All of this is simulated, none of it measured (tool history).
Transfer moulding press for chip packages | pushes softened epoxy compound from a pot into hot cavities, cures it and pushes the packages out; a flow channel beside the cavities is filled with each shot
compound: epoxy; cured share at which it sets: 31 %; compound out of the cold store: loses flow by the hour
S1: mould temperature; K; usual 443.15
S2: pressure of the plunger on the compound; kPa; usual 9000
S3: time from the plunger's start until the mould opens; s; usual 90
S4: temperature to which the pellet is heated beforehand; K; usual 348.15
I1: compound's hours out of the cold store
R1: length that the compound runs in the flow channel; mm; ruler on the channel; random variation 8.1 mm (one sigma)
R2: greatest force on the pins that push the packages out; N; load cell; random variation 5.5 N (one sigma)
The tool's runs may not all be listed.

| run | hour | S1 | S2 | S3 | S4 | I1 | R1 | R2 |
|---|---|---|---|---|---|---|---|---|
| 1 | 0.0 | 443.15 | 9000 | 90 | 348.15 | 17.9 | 993 | 221 |
| 2 | 13.9 | 443.15 | 9000 | 90 | 348.15 | 27.0 | 941 | 283 |
| 3 | 37.7 | 443.15 | 9000 | 90 | 353.15 | 45.3 | 860 | 344 |
| 4 | 58.3 | 443.15 | 9000 | 90 | 353.15 | 42.3 | 867 | 372 |
| 5 | 79.5 | 443.15 | 9000 | 90 | 350.15 | 44.9 | 836 | 237 |
| 6 | 97.2 | 443.15 | 9000 | 90 | 350.15 | 22.9 | 935 | 286 |
| 7 | 109.0 | 443.15 | 9000 | 90 | 350.15 | 8.9 | 996 | 336 |
| 8 | 130.9 | 443.15 | 8490 | 90 | 348.15 | 43.5 | 815 | 362 |
| 9 | 141.0 | 443.15 | 9000 | 90 | 358.15 | 25.8 | 908 | 373 |
| 10 | 159.2 | 443.15 | 9000 | 90 | 348.15 | 15.5 | 949 | 246 |
| 11 | 175.6 | 443.15 | 9000 | 90 | 348.15 | 35.2 | 863 | 292 |
| 12 | 195.0 | 443.15 | 9000 | 90 | 348.15 | 14.8 | 933 | 354 |
| 13 | 210.8 | 443.15 | 9000 | 90 | 348.15 | 36.0 | 851 | 366 |
| 14 | 222.9 | 443.15 | 9000 | 90 | 348.15 | 44.0 | 812 | 366 |
| 15 | 247.3 | 443.15 | 9000 | 90 | 348.15 | 10.4 | 959 | 277 |
| 16 | 268.1 | 445.15 | 7510 | 127 | 348.15 | 36.6 | 746 | 301 |
| 17 | 285.8 | 435.15 | 10130 | 97 | 346.15 | 10.9 | 1021 | 514 |
| 18 | 305.0 | 447.15 | 8480 | 97 | 346.15 | 15.3 | 872 | 352 |
| 19 | 321.2 | 447.15 | 8480 | 97 | 346.15 | 9.7 | 993 | 220 |
| 20 | 333.4 | 438.15 | 9690 | 92 | 348.15 | 11.0 | 1101 | 362 |
| 21 | 344.6 | 438.15 | 9600 | 92 | 349.15 | 32.3 | 972 | 377 |
| 22 | 367.1 | 440.15 | 9600 | 92 | 349.15 | 43.3 | 902 | 387 |
| 23 | 377.6 | 440.15 | 9600 | 92 | 349.15 | 23.1 | 991 | 433 |
| 24 | 389.7 | 440.15 | 9600 | 92 | 349.15 | 15.1 | 1047 | 232 |
| 25 | 411.9 | 440.15 | 9600 | 92 | 349.15 | 21.6 | 1020 | 316 |
| 26 | 427.5 | 440.15 | 9600 | 92 | 349.15 | 38.7 | 918 | 361 |
| 27 | 451.6 | 442.15 | 7950 | 110 | 344.15 | 41.6 | 818 | 341 |
| 28 | 469.1 | 442.15 | 9930 | 79 | 350.15 | 45.2 | 879 | 252 |
| 29 | 491.6 | 443.15 | 9000 | 90 | 351.15 | 29.5 | 899 | 304 |

Taken out of this log: 7 entries between the listed runs. Where each belongs, and how the hidden state differs across it:
Between runs 4 and 5: cavities cleaned with cleaning compound and waxed (hour 72.5)
  true mould temperature over the reading, C: -0.11 -> -0.14; pressure that reaches the compound, % of what is set: 93.63 -> 92.51; grip of the stained cavities, % over clean ones': 96.4 -> 19.3
  measured less the result without the state, R1: -29 -> -33 mm; R2: +184 -> +38 N
Between runs 9 and 10: cavities cleaned with cleaning compound and waxed (hour 150.8)
  true mould temperature over the reading, C: -0.23 -> -0.26; pressure that reaches the compound, % of what is set: 89.35 -> 88.41; grip of the stained cavities, % over clean ones': 99.3 -> 22.2
  measured less the result without the state, R1: -51 -> -59 mm; R2: +189 -> +45 N
Between runs 14 and 15: cavities cleaned with cleaning compound and waxed (hour 229.7)
  true mould temperature over the reading, C: -0.35 -> -0.39; pressure that reaches the compound, % of what is set: 85.06 -> 83.85; grip of the stained cavities, % over clean ones': 100.5 -> 39.4
  measured less the result without the state, R1: -67 -> -86 mm; R2: +189 -> +81 N
Between runs 18 and 19: plunger's sealing rings changed (hour 309.4); cavities cleaned with cleaning compound and waxed (hour 310.9)
  true mould temperature over the reading, C: -0.48 -> -0.49; pressure that reaches the compound, % of what is set: 80.9 -> 99.3; grip of the stained cavities, % over clean ones': 102.3 -> 25.2
  measured less the result without the state, R1: -96 -> -1 mm; R2: +180 -> +44 N
Between runs 23 and 24: cavities cleaned with cleaning compound and waxed (hour 388.6)
  true mould temperature over the reading, C: -0.58 -> -0.6; pressure that reaches the compound, % of what is set: 96.25 -> 95.73; grip of the stained cavities, % over clean ones': 96.8 -> 5
  measured less the result without the state, R1: -17 -> -20 mm; R2: +216 -> +17 N
Between runs 27 and 28: cavities cleaned with cleaning compound and waxed (hour 466.3)
  true mould temperature over the reading, C: -0.69 -> -0.72; pressure that reaches the compound, % of what is set: 92.37 -> 91.58; grip of the stained cavities, % over clean ones': 95.1 -> 9.1
  measured less the result without the state, R1: -30 -> -36 mm; R2: +168 -> +29 N
